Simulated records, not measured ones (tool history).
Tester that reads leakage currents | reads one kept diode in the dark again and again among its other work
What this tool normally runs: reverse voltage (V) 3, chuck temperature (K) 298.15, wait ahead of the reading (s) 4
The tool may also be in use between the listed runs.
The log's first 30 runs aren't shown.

run    hour  reverse voltage (V)  chuck temperature (K)  wait ahead of the reading (s)  hours of work since the probe card was cleaned  hours of work since the tester was calibrated  hours of work since the chuck was calibrated  current that the tester gives (pA)
 31  1805.5                    3                 317.15                           0.42                                            1353                                           3822                                           658                              391.29
 32  1851.7                  2.7                 317.15                           0.42                                            1387                                           3856                                           692                              365.93
 33  1918.9                  2.7                 317.15                           0.42                                            1436                                           3905                                           742                              365.24
 34  1982.4                    3                 307.15                           0.57                                            1483                                           3952                                           788                              159.05
 35  2024.5                    3                 307.15                           0.57                                            1514                                           3983                                           819                              158.25
 36  2083.2                  7.5                 302.15                           2.15                                            1557                                           4026                                           862                              169.61
 37  2133.7                    3                 309.15                           3.04                                            1594                                           4063                                           900                              184.14
 38  2218.2                 1.92                 299.15                           2.63                                            1656                                           4125                                           962                               57.76
     2270.3  -- chuck's temperature calibrated
 39  2297.6                    3                 298.15                           0.34                                            1713                                           4182                                            20                               86.33
 40  2355.4                12.96                 309.15                           0.59                                            1756                                           4225                                            63                               510.4

Forecast each of these 3 alternatives for the next run:
  A  2439.3                    3                 298.15                           2.22                                            1818                                           4286                                           124                                   ?
  B  2439.3                13.04                 298.15                              4                                            1818                                           4286                                           124                                   ?
  C  2439.3                12.96                 314.15                           6.41                                            1818                                           4286                                           124                                   ?

run  current that the tester gives (pA)
  A                               82.77
  B                              199.78
  C                              769.35
Stripped of hidden state, with their random variation kept, the same runs would have yielded:
run  current that the tester gives (pA)
  A                                76.6
  B                              170.42
  C                              746.71
